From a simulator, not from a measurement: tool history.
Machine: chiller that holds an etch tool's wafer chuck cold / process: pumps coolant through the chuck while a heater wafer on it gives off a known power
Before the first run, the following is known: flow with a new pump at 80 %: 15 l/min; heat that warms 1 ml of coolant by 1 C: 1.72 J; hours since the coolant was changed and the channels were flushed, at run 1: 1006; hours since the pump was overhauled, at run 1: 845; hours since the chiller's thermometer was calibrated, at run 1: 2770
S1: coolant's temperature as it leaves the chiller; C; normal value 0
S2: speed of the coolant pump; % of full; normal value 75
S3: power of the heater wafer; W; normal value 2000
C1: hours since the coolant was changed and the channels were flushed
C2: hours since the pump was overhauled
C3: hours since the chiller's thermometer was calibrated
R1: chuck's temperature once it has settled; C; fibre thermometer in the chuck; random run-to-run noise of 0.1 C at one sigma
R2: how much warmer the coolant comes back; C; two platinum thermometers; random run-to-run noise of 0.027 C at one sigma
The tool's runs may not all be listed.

| run | day | S1 | S2 | S3 | C1 | C2 | C3 | R1 | R2 |
|---|---|---|---|---|---|---|---|---|---|
| 1 | 0 | 0 | 75 | 2000 | 1006 | 845 | 2770 | 20.3 | 5.02 |
| 2 | 1.612 | 0 | 75 | 2000 | 1044 | 884 | 2809 | 20.3 | 5.06 |
| 3 | 3.171 | 0 | 75 | 1765 | 1082 | 921 | 2846 | 18.2 | 4.45 |
| 4 | 4.288 | 0 | 75 | 1765 | 1109 | 948 | 2873 | 18 | 4.45 |
| 5 | 5.462 | 0 | 75 | 2000 | 1137 | 976 | 2901 | 20.3 | 5.07 |
| 6 | 6.75 | 0 | 75 | 2000 | 1168 | 1007 | 2932 | 20.4 | 5.09 |
| 7 | 7.542 | -5 | 75 | 2000 | 1187 | 1026 | 2951 | 15.6 | 5.03 |
| 8 | 8.671 | -5 | 75 | 2000 | 1214 | 1053 | 2978 | 15.4 | 5.03 |
| 9 | 10.033 | 1 | 75 | 2000 | 1247 | 1086 | 3011 | 21.4 | 5.08 |
| 10 | 11.212 | 0 | 75 | 2000 | 1275 | 1114 | 3039 | 20.5 | 5.08 |
| 11 | 12 | -4 | 75 | 2000 | 1294 | 1133 | 3058 | 16.6 | 5.04 |
| 12 | 12.725 | -5 | 62 | 1421 | 1311 | 1151 | 3076 | 11.9 | 4.3 |
| 13 | 13.512 | -6 | 82 | 1852 | 1330 | 1170 | 3094 | 12 | 4.28 |
| 14 | 14.512 | -6 | 82 | 1852 | 1354 | 1194 | 3118 | 12 | 4.3 |
| 15 | 15.946 | -6 | 82 | 1852 | 1388 | 1228 | 3153 | 12.1 | 4.28 |
| 16 | 17.221 | -9 | 97 | 1502 | 1419 | 1259 | 3183 | 4.1 | 2.97 |
| 17 | 18.438 | 2 | 87 | 1502 | 1448 | 1288 | 3213 | 16.3 | 3.3 |
| 18 | 19.95 | 2 | 65 | 1502 | 1485 | 1324 | 3249 | 19.3 | 4.38 |
| 19 | 21.279 | 0 | 90 | 1461 | 1516 | 1356 | 3281 | 13.4 | 3.07 |
| 20 | 21.983 | 0 | 66 | 2421 | 1533 | 1373 | 3298 | 27.5 | 6.97 |

What if the next run were any one of these 4? Each begins from the tool's condition after run 20:
| A | 22.712 | 0 | 66 | 1498 | 1551 | 1390 | 3315 | ? | ? |
| B | 22.712 | 0 | 75 | 2064 | 1551 | 1390 | 3315 | ? | ? |
| C | 22.712 | 1 | 90 | 2598 | 1551 | 1390 | 3315 | ? | ? |
| D | 22.712 | 5 | 75 | 2000 | 1551 | 1390 | 3315 | ? | ? |

| run | R1 | R2 |
|---|---|---|
| A | 17.2 | 4.31 |
| B | 21.7 | 5.27 |
| C | 24.6 | 5.44 |
| D | 25.8 | 5.13 |
The same runs, with their run-to-run variation unchanged, on a tool lacking any hidden condition would have given:
| run | R1 | R2 |
|---|---|---|
| A | 15.7 | 4.22 |
| B | 20 | 5.16 |
| C | 22.7 | 5.33 |
| D | 24.1 | 5.02 |
